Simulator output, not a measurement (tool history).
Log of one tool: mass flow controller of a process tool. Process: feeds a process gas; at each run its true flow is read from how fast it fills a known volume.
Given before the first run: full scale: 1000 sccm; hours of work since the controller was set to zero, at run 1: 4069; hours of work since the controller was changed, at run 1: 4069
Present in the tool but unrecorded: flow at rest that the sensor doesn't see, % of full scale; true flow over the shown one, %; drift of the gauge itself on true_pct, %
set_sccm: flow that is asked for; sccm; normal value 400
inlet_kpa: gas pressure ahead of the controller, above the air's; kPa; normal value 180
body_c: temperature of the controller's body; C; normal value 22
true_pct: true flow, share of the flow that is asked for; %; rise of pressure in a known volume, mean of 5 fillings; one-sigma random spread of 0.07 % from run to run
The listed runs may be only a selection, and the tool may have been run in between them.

run	hour	set_sccm	inlet_kpa	body_c	hours of work since the controller was set to zero	hours of work since the controller was changed	true_pct
1	0.0	400	180	22	4069	4069	99.58
2	231.7	366	180	22	4143	4143	99.50
# hour 348.6: controller's zero set anew
3	624.5	366	180	22	88	4268	99.73
4	1003.1	366	180	22	209	4389	99.79
5	1272.4	366	180	22	295	4475	99.89
6	1532.1	400	201	22	378	4558	99.93
7	1893.1	400	201	22	493	4673	99.96
# hour 2011.7: controller's zero set anew, once more
8	2158.2	400	180	22	47	4758	98.75
9	2406.5	400	180	22	126	4837	98.83
10	2704.1	400	180	22	221	4932	98.69
11	3010.8	400	180	22	319	5030	98.86
12	3384.2	400	180	22	438	5149	98.93
13	3689.9	400	270	22	535	5246	99.23
14	3917.6	400	270	22	608	5319	99.29
15	4254.7	400	270	22	716	5427	99.16
16	4422.5	400	270	22	769	5480	99.37
17	4675.8	400	270	22	850	5561	99.31
18	4875.4	400	270	22	914	5625	99.35
19	5231.6	400	270	23	1027	5738	99.53
20	5588.4	400	270	22	1141	5852	99.55
21	5757.6	228	180	22	1195	5906	98.95
22	5971.4	228	151	22	1263	5974	98.90
23	6339.9	228	151	22	1381	6092	99.05
24	6523.3	228	151	22	1440	6150	99.12
25	6913.7	228	151	22	1564	6275	99.23
26	7285.0	123	180	34	1683	6394	100.92
27	7514.8	400	161	22	1756	6467	99.31
28	7909.4	250	171	22	1882	6593	99.33
29	8089.8	250	178	20	1939	6650	99.33
30	8291.8	151	275	20	2004	6715	100.02
31	8484.9	151	275	20	2065	6776	100.12
32	8772.5	151	275	22	2157	6868	100.28
33	8956.4	151	275	22	2216	6927	100.33
34	9115.4	400	182	22	2267	6978	99.71
35	9362.0	400	182	22	2345	7056	99.78
36	9645.4	430	189	22	2436	7147	99.86
37	9917.6	129	189	37	2523	7234	102.01
38	10115.2	129	189	37	2586	7297	101.91
39	10282.8	296	179	23	2639	7350	99.94
40	10675.4	296	179	23	2764	7475	100.06
41	10885.2	296	179	23	2831	7542	100.05
42	11278.2	365	156	22	2957	7668	99.98
43	11445.4	365	156	22	3010	7721	100.06
44	11659.9	365	156	22	3079	7789	99.97
45	12016.3	742	158	22	3192	7903	100.68
46	12199.4	742	209	22	3251	7962	100.93
47	12360.8	742	209	22	3302	8013	100.85

Difference, measured minus no-hidden-state, one row per run. Run-to-run variation is common to both terms; the gauge's own scatter need not be:
run	true_pct
1	+1.77
2	+1.91
3	+2.11
4	+2.16
5	+2.21
6	+2.12
7	+2.17
8	+0.94
9	+0.97
10	+1.02
11	+1.05
12	+1.11
13	+1.16
14	+1.19
15	+1.23
16	+1.26
17	+1.30
18	+1.32
19	+1.38
20	+1.43
21	+1.78
22	+1.82
23	+1.90
24	+1.93
25	+2.02
26	+2.93
27	+1.71
28	+2.13
29	+2.17
30	+2.88
31	+2.94
32	+3.02
33	+3.07
34	+1.94
35	+1.98
36	+1.97
37	+3.68
38	+3.74
39	+2.39
40	+2.47
41	+2.50
42	+2.34
43	+2.36
44	+2.39
45	+1.92
46	+1.94
47	+1.95
